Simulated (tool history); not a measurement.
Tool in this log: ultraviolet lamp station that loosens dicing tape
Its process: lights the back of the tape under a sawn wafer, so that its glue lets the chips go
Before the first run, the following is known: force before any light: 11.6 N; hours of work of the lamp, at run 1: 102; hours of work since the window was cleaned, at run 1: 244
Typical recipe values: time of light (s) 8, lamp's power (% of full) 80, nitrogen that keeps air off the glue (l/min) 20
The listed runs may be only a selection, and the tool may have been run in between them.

run,day,time of light (s),lamp's power (% of full),nitrogen that keeps air off the glue (l/min),hours of work of the lamp,hours of work since the window was cleaned,force that peels the tape off (N),light that reached the tape (J/m2)
1,0,8,80,20,102,244,0.49,5260
# day 0.167: window cleaned of glue's vapour
2,0.508,11,80,20,111,6,0.237,7210
3,0.992,8,80,20,120,15,0.5,5230
4,1.483,8,80,20,129,25,0.498,5180
5,2.154,8,80,20,142,37,0.51,5160
6,2.533,8,80,20,149,44,0.536,5130
7,2.85,8,80,20,155,50,0.532,5110
# day 3.012: window cleaned of glue's vapour, once more
8,3.254,8,80,20,162,4,0.408,5680
9,3.892,8,80,8,174,16,0.952,5680
10,4.354,8,80,20,182,25,0.41,5590
11,4.65,8,80,20,188,30,0.432,5700
12,5.021,8,80,20,195,37,0.437,5610
13,5.533,8,77,20,204,47,0.468,5360
14,6.138,8,75,20,216,58,0.524,5110
15,6.692,8,75,20,226,68,0.516,5200
16,7.325,8,74,20,238,80,0.55,5120
17,7.725,16,80,20,245,88,0.142,11010
18,8.204,8,94,20,254,97,0.307,6360
19,8.529,8,94,20,260,103,0.315,6370
20,8.988,8,94,20,269,111,0.317,6360
21,9.467,10,75,12,277,120,0.513,6270
22,10.038,10,75,12,288,131,0.499,6300
23,10.683,6,75,25,300,143,0.931,3770
24,11.3,8,80,16,312,154,0.577,5300
25,11.638,8,70,13,318,160,0.981,4610
26,12.046,4,68,7,325,168,4.224,2210
27,12.412,4,68,7,332,175,4.276,2260
28,13.05,4,68,7,344,187,4.28,2220
29,13.646,4,68,7,355,198,4.163,2200
30,13.95,4,68,7,361,203,4.372,2160
31,14.604,4,68,10,373,215,3.898,2180
32,15.292,4,86,10,386,228,2.988,2770
33,15.9,11,70,27,397,240,0.273,6140
34,16.221,11,70,27,403,246,0.281,6100
# day 16.296: window cleaned of glue's vapour
35,16.796,11,70,27,413,9,0.237,6550
36,17.321,11,70,20,423,19,0.308,6530
37,17.796,9,61,6,432,28,1.732,4650
38,18.212,9,61,6,440,36,1.792,4630
39,18.562,14,86,6,446,42,0.312,10010

Across each entry between runs, compare the hidden state at the last listed run before it with the hidden state at the first listed run after it:
After run 1, before run 2: window cleaned of glue's vapour (day 0.167)
  lamp's light, % of a new lamp's: 98.3 -> 98.2; light that the window lets through, % of a clean one's: 92 -> 90.9
  measured minus no-state result, force that peels the tape off (N): +0.106 -> +0.045; light that reached the tape (J/m2): -560 -> -870
After run 7, before run 8: window cleaned of glue's vapour, once more (day 3.012)
  lamp's light, % of a new lamp's: 97.5 -> 97.3; light that the window lets through, % of a clean one's: 89.6 -> 99.7
  measured minus no-state result, force that peels the tape off (N): +0.151 -> +0.028; light that reached the tape (J/m2): -730 -> -180
After run 34, before run 35: window cleaned of glue's vapour (day 16.296)
  lamp's light, % of a new lamp's: 93.5 -> 93.4; light that the window lets through, % of a clean one's: 92.6 -> 99.2
  measured minus no-state result, force that peels the tape off (N): +0.067 -> +0.031; light that reached the tape (J/m2): -940 -> -520

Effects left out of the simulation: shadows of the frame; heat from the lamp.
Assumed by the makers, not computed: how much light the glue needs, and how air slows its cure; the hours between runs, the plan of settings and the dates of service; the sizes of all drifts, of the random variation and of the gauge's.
